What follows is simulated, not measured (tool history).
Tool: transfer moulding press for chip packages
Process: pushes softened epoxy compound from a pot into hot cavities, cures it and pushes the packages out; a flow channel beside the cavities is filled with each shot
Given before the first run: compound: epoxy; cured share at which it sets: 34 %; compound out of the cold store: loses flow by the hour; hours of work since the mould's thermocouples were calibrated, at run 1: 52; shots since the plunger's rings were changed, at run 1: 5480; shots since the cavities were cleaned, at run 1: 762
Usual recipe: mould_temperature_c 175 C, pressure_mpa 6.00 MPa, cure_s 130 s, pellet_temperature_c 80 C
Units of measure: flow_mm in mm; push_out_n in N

run   hour  mould_temperature_c  pressure_mpa  cure_s  pellet_temperature_c  hours of work since the mould's thermocouples were calibrated  shots since the plunger's rings were changed  shots since the cavities were cleaned  incoming compound's hours out of the cold store  flow_mm  push_out_n
  1    0.0                  175          6.00     130                    80                                                             52                                          5480                                    762                                             24.3      889         311
       8.5  -- cavities cleaned with cleaning compound and waxed
  2   28.6                  175          6.00     130                    80                                                             71                                          5744                                    196                                             41.1      805         295
      56.0  -- plunger's sealing rings changed
  3   61.2                  175          6.00     130                    80                                                             92                                            51                                    488                                             33.6      838         302
  4   89.5                  175          6.00     130                    80                                                            112                                           325                                    762                                             46.9      787         296
      97.8  -- cavities cleaned with cleaning compound and waxed
  5  111.6                  175          6.00     130                    80                                                            126                                           526                                    135                                             14.7      937         310
  6  131.0                  171          6.00     130                    80                                                            140                                           714                                    323                                             33.6      859         336
  7  164.9                  175          6.00     130                    80                                                            163                                          1043                                    652                                             28.2      869         303
  8  181.6                  175          6.00     130                    80                                                            175                                          1205                                    814                                             27.6      872         295
     184.6  -- cavities cleaned with cleaning compound and waxed
  9  206.7                  175          6.00     130                    80                                                            192                                          1435                                    215                                             19.2      919         298
 10  224.7                  175          6.00     130                    80                                                            204                                          1610                                    390                                              9.0      979         300
 11  257.0                  175          6.00     121                    80                                                            227                                          1923                                    703                                             12.2      953         319
     271.9  -- cavities cleaned with cleaning compound and waxed
 12  289.2                  177          6.00     121                    80                                                            248                                          2221                                    168                                             32.5      840         307
 13  322.1                  175          6.00     130                    73                                                            272                                          2541                                    488                                             42.0      810         302
     358.2  -- cavities cleaned with cleaning compound and waxed
 14  358.2                  175          6.00     130                    73                                                            296                                          2877                                      0                                             24.7      889         288
 15  386.4                  183          6.00     152                    80                                                            316                                          3151                                    274                                             30.8      841         278
 16  420.1                  183          6.00     152                    80                                                            339                                          3478                                    601                                             27.5      853         270
 17  437.3                  175          5.30     131                    80                                                            351                                          3646                                    769                                             41.8      756         299
     445.3  -- cavities cleaned with cleaning compound and waxed
 18  460.0                  175          5.11     131                    81                                                            366                                          3851                                    142                                             38.6      763         284
 19  492.6                  175          5.73     131                    86                                                            389                                          4168                                    459                                             19.7      885         295
 20  514.9                  173          5.73     133                    89                                                            405                                          4385                                    676                                             10.0      951         318
     532.5  -- cavities cleaned with cleaning compound and waxed
 21  538.3                  173          5.73     133                    89                                                            420                                          4597                                     56                                             41.4      796         296
 22  570.1                  175          6.36     160                    79                                                            442                                          4906                                    365                                             41.5      832         281
 23  584.3                  175          6.36     160                    79                                                            452                                          5044                                    503                                             21.4      933         277
 24  598.3                  167          6.87     140                    75                                                            462                                          5180                                    639                                             22.4      991         373
     618.8  -- cavities cleaned with cleaning compound and waxed
 25  618.8                  175          6.00     136                    77                                                            475                                          5364                                      0                                             36.5      833         291
 26  648.0                  179          6.00     141                    77                                                            496                                          5648                                    284                                             25.8      869         273
 27  674.7                  175          5.84     113                    81                                                            514                                          5907                                    543                                             10.4      934         350
     683.5  -- plunger's sealing rings changed
     708.4  -- cavities cleaned with cleaning compound and waxed
 28  711.2                  174          6.11     130                    87                                                            537                                           254                                     27                                             42.8      817         308

Below are 3 alternative next runs, each starting from the tool's condition after run 28. Predict each:
  A  738.7                  177          6.00     151                    75                                                            556                                           522                                    295                                             46.2        ?           ?
  B  738.7                  175          5.69     113                    87                                                            556                                           522                                    295                                              8.4        ?           ?
  C  738.7                  175          6.00     130                    80                                                            556                                           522                                    295                                             35.5        ?           ?

run  flow_mm  push_out_n
  A      787         266
  B      944         342
  C      837         297
The same runs, with their run-to-run variation unchanged, on a tool lacking any hidden condition would have given:
run  flow_mm  push_out_n
  A      787         265
  B      944         341
  C      838         296
